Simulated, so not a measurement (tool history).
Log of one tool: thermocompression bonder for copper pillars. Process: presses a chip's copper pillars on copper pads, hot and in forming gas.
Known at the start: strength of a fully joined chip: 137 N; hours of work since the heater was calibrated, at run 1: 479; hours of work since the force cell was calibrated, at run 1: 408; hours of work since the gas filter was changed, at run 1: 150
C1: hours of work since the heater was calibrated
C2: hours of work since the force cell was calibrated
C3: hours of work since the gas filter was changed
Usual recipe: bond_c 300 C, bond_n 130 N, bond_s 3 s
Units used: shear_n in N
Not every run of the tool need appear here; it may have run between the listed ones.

{"run": 1, "day": 0.0, "bond_c": 300, "bond_n": 130, "bond_s": 3, "C1": 479, "C2": 408, "C3": 150, "shear_n": 80.5}
{"day": 1.433, "done": "forming gas filter changed"}
{"run": 2, "day": 1.571, "bond_c": 300, "bond_n": 130, "bond_s": 3, "C1": 501, "C2": 431, "C3": 2, "shear_n": 84.3}
{"run": 3, "day": 3.283, "bond_c": 300, "bond_n": 130, "bond_s": 3, "C1": 526, "C2": 456, "C3": 27, "shear_n": 83.9}
{"run": 4, "day": 4.092, "bond_c": 300, "bond_n": 130, "bond_s": 3, "C1": 538, "C2": 468, "C3": 39, "shear_n": 83.8}
{"run": 5, "day": 5.717, "bond_c": 300, "bond_n": 130, "bond_s": 2, "C1": 562, "C2": 491, "C3": 63, "shear_n": 74.3}
{"run": 6, "day": 7.079, "bond_c": 300, "bond_n": 130, "bond_s": 4, "C1": 582, "C2": 511, "C3": 83, "shear_n": 88.7}
{"day": 7.392, "done": "heater calibrated with a thermocouple chip"}
{"run": 7, "day": 8.121, "bond_c": 300, "bond_n": 130, "bond_s": 4, "C1": 11, "C2": 525, "C3": 97, "shear_n": 93.1}
{"run": 8, "day": 9.029, "bond_c": 300, "bond_n": 130, "bond_s": 4, "C1": 24, "C2": 539, "C3": 110, "shear_n": 92.5}

Run 9 comes next. What will it give?
{"run": 9, "day": 10.521, "bond_c": 300, "bond_n": 130, "bond_s": 4, "C1": 46, "C2": 560, "C3": 132, "shear_n": "?"}

Run 9 measured shear_n 92.7 N.
Take away the tool's hidden state, keep the run-to-run variation as it was, and the same run would have given shear_n 99.2 N.
